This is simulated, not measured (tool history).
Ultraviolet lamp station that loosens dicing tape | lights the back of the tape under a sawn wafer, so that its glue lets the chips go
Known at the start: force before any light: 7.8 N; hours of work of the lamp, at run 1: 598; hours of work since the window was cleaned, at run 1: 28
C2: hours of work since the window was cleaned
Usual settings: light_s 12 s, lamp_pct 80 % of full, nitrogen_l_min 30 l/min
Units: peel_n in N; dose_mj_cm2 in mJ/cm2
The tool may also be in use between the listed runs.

{"run": 1, "hour": 0.0, "light_s": 12, "lamp_pct": 80, "nitrogen_l_min": 30, "hours of work of the lamp": 598, "C2": 28, "peel_n": 0.45, "dose_mj_cm2": 512}
{"run": 2, "hour": 30.3, "light_s": 12, "lamp_pct": 80, "nitrogen_l_min": 30, "hours of work of the lamp": 615, "C2": 45, "peel_n": 0.482, "dose_mj_cm2": 505}
{"run": 3, "hour": 84.1, "light_s": 12, "lamp_pct": 80, "nitrogen_l_min": 12, "hours of work of the lamp": 645, "C2": 75, "peel_n": 1.047, "dose_mj_cm2": 493}
{"run": 4, "hour": 114.3, "light_s": 12, "lamp_pct": 80, "nitrogen_l_min": 12, "hours of work of the lamp": 662, "C2": 91, "peel_n": 1.062, "dose_mj_cm2": 486}
{"run": 5, "hour": 151.3, "light_s": 12, "lamp_pct": 80, "nitrogen_l_min": 12, "hours of work of the lamp": 682, "C2": 112, "peel_n": 1.114, "dose_mj_cm2": 486}
{"run": 6, "hour": 208.8, "light_s": 12, "lamp_pct": 96, "nitrogen_l_min": 30, "hours of work of the lamp": 714, "C2": 144, "peel_n": 0.359, "dose_mj_cm2": 569}
{"run": 7, "hour": 251.8, "light_s": 12, "lamp_pct": 96, "nitrogen_l_min": 30, "hours of work of the lamp": 738, "C2": 168, "peel_n": 0.375, "dose_mj_cm2": 565}
{"run": 8, "hour": 301.3, "light_s": 12, "lamp_pct": 96, "nitrogen_l_min": 30, "hours of work of the lamp": 766, "C2": 195, "peel_n": 0.388, "dose_mj_cm2": 552}
{"run": 9, "hour": 358.1, "light_s": 12, "lamp_pct": 80, "nitrogen_l_min": 30, "hours of work of the lamp": 797, "C2": 227, "peel_n": 0.589, "dose_mj_cm2": 444}
{"run": 10, "hour": 381.6, "light_s": 12, "lamp_pct": 80, "nitrogen_l_min": 30, "hours of work of the lamp": 810, "C2": 240, "peel_n": 0.621, "dose_mj_cm2": 448}
{"run": 11, "hour": 438.1, "light_s": 12, "lamp_pct": 80, "nitrogen_l_min": 30, "hours of work of the lamp": 842, "C2": 271, "peel_n": 0.623, "dose_mj_cm2": 437}
{"run": 12, "hour": 474.2, "light_s": 12, "lamp_pct": 61, "nitrogen_l_min": 30, "hours of work of the lamp": 862, "C2": 292, "peel_n": 1.09, "dose_mj_cm2": 329}
{"run": 13, "hour": 525.2, "light_s": 12, "lamp_pct": 61, "nitrogen_l_min": 30, "hours of work of the lamp": 890, "C2": 320, "peel_n": 1.122, "dose_mj_cm2": 327}
{"run": 14, "hour": 557.4, "light_s": 12, "lamp_pct": 61, "nitrogen_l_min": 30, "hours of work of the lamp": 908, "C2": 338, "peel_n": 1.126, "dose_mj_cm2": 324}
{"hour": 560.9, "done": "window cleaned of glue's vapour"}
{"run": 15, "hour": 585.5, "light_s": 9, "lamp_pct": 61, "nitrogen_l_min": 30, "hours of work of the lamp": 923, "C2": 14, "peel_n": 2.055, "dose_mj_cm2": 217}
{"run": 16, "hour": 641.6, "light_s": 12, "lamp_pct": 76, "nitrogen_l_min": 30, "hours of work of the lamp": 954, "C2": 45, "peel_n": 0.923, "dose_mj_cm2": 353}
{"run": 17, "hour": 678.6, "light_s": 12, "lamp_pct": 76, "nitrogen_l_min": 30, "hours of work of the lamp": 975, "C2": 65, "peel_n": 0.962, "dose_mj_cm2": 347}
{"run": 18, "hour": 733.5, "light_s": 12, "lamp_pct": 80, "nitrogen_l_min": 30, "hours of work of the lamp": 1006, "C2": 96, "peel_n": 0.91, "dose_mj_cm2": 357}
{"run": 19, "hour": 759.8, "light_s": 22, "lamp_pct": 80, "nitrogen_l_min": 30, "hours of work of the lamp": 1020, "C2": 111, "peel_n": 0.299, "dose_mj_cm2": 647}
{"run": 20, "hour": 812.3, "light_s": 22, "lamp_pct": 80, "nitrogen_l_min": 30, "hours of work of the lamp": 1049, "C2": 140, "peel_n": 0.314, "dose_mj_cm2": 632}
{"run": 21, "hour": 858.8, "light_s": 22, "lamp_pct": 80, "nitrogen_l_min": 30, "hours of work of the lamp": 1075, "C2": 166, "peel_n": 0.322, "dose_mj_cm2": 628}
{"run": 22, "hour": 899.9, "light_s": 18, "lamp_pct": 80, "nitrogen_l_min": 30, "hours of work of the lamp": 1098, "C2": 188, "peel_n": 0.475, "dose_mj_cm2": 504}
{"hour": 906.5, "done": "window cleaned of glue's vapour, once more"}
{"run": 23, "hour": 932.1, "light_s": 12, "lamp_pct": 69, "nitrogen_l_min": 30, "hours of work of the lamp": 1116, "C2": 14, "peel_n": 0.79, "dose_mj_cm2": 393}
{"run": 24, "hour": 978.1, "light_s": 12, "lamp_pct": 69, "nitrogen_l_min": 30, "hours of work of the lamp": 1141, "C2": 40, "peel_n": 0.831, "dose_mj_cm2": 386}
{"run": 25, "hour": 1021.1, "light_s": 13, "lamp_pct": 74, "nitrogen_l_min": 48, "hours of work of the lamp": 1165, "C2": 64, "peel_n": 0.426, "dose_mj_cm2": 441}
{"run": 26, "hour": 1046.7, "light_s": 11, "lamp_pct": 67, "nitrogen_l_min": 30, "hours of work of the lamp": 1179, "C2": 78, "peel_n": 1.047, "dose_mj_cm2": 334}
{"run": 27, "hour": 1103.6, "light_s": 11, "lamp_pct": 67, "nitrogen_l_min": 30, "hours of work of the lamp": 1211, "C2": 110, "peel_n": 1.085, "dose_mj_cm2": 325}
{"run": 28, "hour": 1145.5, "light_s": 12, "lamp_pct": 93, "nitrogen_l_min": 28, "hours of work of the lamp": 1234, "C2": 133, "peel_n": 0.507, "dose_mj_cm2": 489}
{"run": 29, "hour": 1181.8, "light_s": 11, "lamp_pct": 80, "nitrogen_l_min": 49, "hours of work of the lamp": 1255, "C2": 153, "peel_n": 0.6, "dose_mj_cm2": 380}
{"run": 30, "hour": 1228.1, "light_s": 8, "lamp_pct": 61, "nitrogen_l_min": 28, "hours of work of the lamp": 1280, "C2": 179, "peel_n": 2.225, "dose_mj_cm2": 209}
{"run": 31, "hour": 1278.7, "light_s": 12, "lamp_pct": 80, "nitrogen_l_min": 29, "hours of work of the lamp": 1308, "C2": 207, "peel_n": 0.784, "dose_mj_cm2": 395}
{"run": 32, "hour": 1309.5, "light_s": 16, "lamp_pct": 68, "nitrogen_l_min": 9, "hours of work of the lamp": 1326, "C2": 224, "peel_n": 1.521, "dose_mj_cm2": 448}
{"run": 33, "hour": 1347.1, "light_s": 16, "lamp_pct": 68, "nitrogen_l_min": 9, "hours of work of the lamp": 1346, "C2": 245, "peel_n": 1.515, "dose_mj_cm2": 443}
{"run": 34, "hour": 1374.9, "light_s": 9, "lamp_pct": 68, "nitrogen_l_min": 9, "hours of work of the lamp": 1362, "C2": 260, "peel_n": 3.106, "dose_mj_cm2": 247}
{"run": 35, "hour": 1411.6, "light_s": 9, "lamp_pct": 68, "nitrogen_l_min": 9, "hours of work of the lamp": 1382, "C2": 281, "peel_n": 3.041, "dose_mj_cm2": 243}
{"run": 36, "hour": 1458.9, "light_s": 22, "lamp_pct": 83, "nitrogen_l_min": 13, "hours of work of the lamp": 1409, "C2": 307, "peel_n": 0.484, "dose_mj_cm2": 711}
{"run": 37, "hour": 1491.6, "light_s": 12, "lamp_pct": 61, "nitrogen_l_min": 51, "hours of work of the lamp": 1427, "C2": 325, "peel_n": 0.975, "dose_mj_cm2": 282}
{"run": 38, "hour": 1536.6, "light_s": 12, "lamp_pct": 61, "nitrogen_l_min": 14, "hours of work of the lamp": 1452, "C2": 350, "peel_n": 2.277, "dose_mj_cm2": 276}
{"run": 39, "hour": 1578.7, "light_s": 12, "lamp_pct": 66, "nitrogen_l_min": 14, "hours of work of the lamp": 1475, "C2": 374, "peel_n": 2.193, "dose_mj_cm2": 293}
{"run": 40, "hour": 1620.6, "light_s": 9, "lamp_pct": 90, "nitrogen_l_min": 51, "hours of work of the lamp": 1498, "C2": 397, "peel_n": 0.932, "dose_mj_cm2": 296}
{"run": 41, "hour": 1654.5, "light_s": 9, "lamp_pct": 90, "nitrogen_l_min": 51, "hours of work of the lamp": 1517, "C2": 416, "peel_n": 0.925, "dose_mj_cm2": 297}
{"run": 42, "hour": 1693.2, "light_s": 9, "lamp_pct": 90, "nitrogen_l_min": 51, "hours of work of the lamp": 1539, "C2": 437, "peel_n": 0.957, "dose_mj_cm2": 289}
{"run": 43, "hour": 1720.3, "light_s": 13, "lamp_pct": 90, "nitrogen_l_min": 39, "hours of work of the lamp": 1554, "C2": 452, "peel_n": 0.596, "dose_mj_cm2": 412}
{"hour": 1733.0, "done": "window cleaned of glue's vapour"}
{"run": 44, "hour": 1758.5, "light_s": 13, "lamp_pct": 90, "nitrogen_l_min": 39, "hours of work of the lamp": 1575, "C2": 14, "peel_n": 0.42, "dose_mj_cm2": 480}

Hidden state at the last listed run before each entry between runs and at the first one after, where it differs:
Between runs 14 and 15: window cleaned of glue's vapour (hour 560.9)
  lamp's light, % of a new lamp's: 80.6 -> 80.3; light that the window lets through, % of a clean one's: 87.2 -> 79
  measured less the result without the state, peel_n: +0.55 -> +1.043 N; dose_mj_cm2: -136 -> -124 mJ/cm2
Between runs 22 and 23: window cleaned of glue's vapour, once more (hour 906.5)
  lamp's light, % of a new lamp's: 76.8 -> 76.4; light that the window lets through, % of a clean one's: 73 -> 99.1
  measured less the result without the state, peel_n: +0.266 -> +0.334 N; dose_mj_cm2: -393 -> -125 mJ/cm2
Between runs 43 and 44: window cleaned of glue's vapour (hour 1733)
  lamp's light, % of a new lamp's: 67.4 -> 66.9; light that the window lets through, % of a clean one's: 84 -> 98.8
  measured less the result without the state, peel_n: +0.355 -> +0.193 N; dose_mj_cm2: -314 -> -246 mJ/cm2
